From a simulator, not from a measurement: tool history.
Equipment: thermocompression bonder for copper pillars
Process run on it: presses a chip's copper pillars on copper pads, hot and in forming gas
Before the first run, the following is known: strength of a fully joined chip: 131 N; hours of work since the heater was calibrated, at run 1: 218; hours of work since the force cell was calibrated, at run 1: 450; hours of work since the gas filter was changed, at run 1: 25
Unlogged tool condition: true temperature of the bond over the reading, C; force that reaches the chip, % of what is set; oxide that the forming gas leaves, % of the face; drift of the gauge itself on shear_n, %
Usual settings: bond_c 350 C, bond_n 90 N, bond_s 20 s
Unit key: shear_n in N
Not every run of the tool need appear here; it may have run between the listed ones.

run   hour  bond_c  bond_n  bond_s  hours of work since the heater was calibrated  hours of work since the force cell was calibrated  hours of work since the gas filter was changed  shear_n
  1      0     350      90      20                                            218                                                450                                              25     95.7
  2    9.3     347      90      20                                            224                                                457                                              32     94.2
  3   19.1     347      90      20                                            231                                                464                                              39     92.8
  4   28.6     347      90      20                                            238                                                470                                              45     92.9
  5   33.2     347      90      20                                            241                                                473                                              48       95
  6   39.9     335      90      20                                            246                                                478                                              53     87.4
  7   46.7     335      90      20                                            250                                                483                                              58     88.1
  8   53.5     350      90      20                                            255                                                487                                              62     94.7
  9   58.7     350      90      20                                            259                                                491                                              66     94.3
 10     64     350      90      20                                            262                                                495                                              70     94.7
 11   69.7     350     104      20                                            266                                                499                                              74    105.4
 12   76.5     350      90      20                                            271                                                503                                              78     94.9
 13   85.4     350      90      20                                            277                                                509                                              84       96
 14   90.7     350      68      20                                            281                                                513                                              88     76.6
 15    100     350      68      20                                            287                                                520                                              94     77.2
 16  105.3     350      90      20                                            291                                                523                                              98     95.6
 17  114.3     350     133      20                                            297                                                529                                             104    115.3
 18  122.8     350     133      20                                            303                                                535                                             110    116.2
 19  129.4     350      90      20                                            307                                                540                                             115     96.3
 20  139.4     353      90      20                                            314                                                547                                             122     97.3
 21  147.3     370      69      27                                            320                                                552                                             127     95.1
 22  152.1     327      69      22                                            323                                                556                                             130     68.1
 23  156.4     327      69      22                                            326                                                559                                             133     67.8
 24  164.7     372      61      34                                            332                                                564                                             139     93.7

Estimate the outcome of run 25 from the log above:
 25  174.4     372      61      34                                            338                                                571                                             146        ?

{"run 25": {"shear_n": 93.9}}
On a tool with no hidden condition, and with the same random variation, this run would have come out at shear_n 94.1 N.
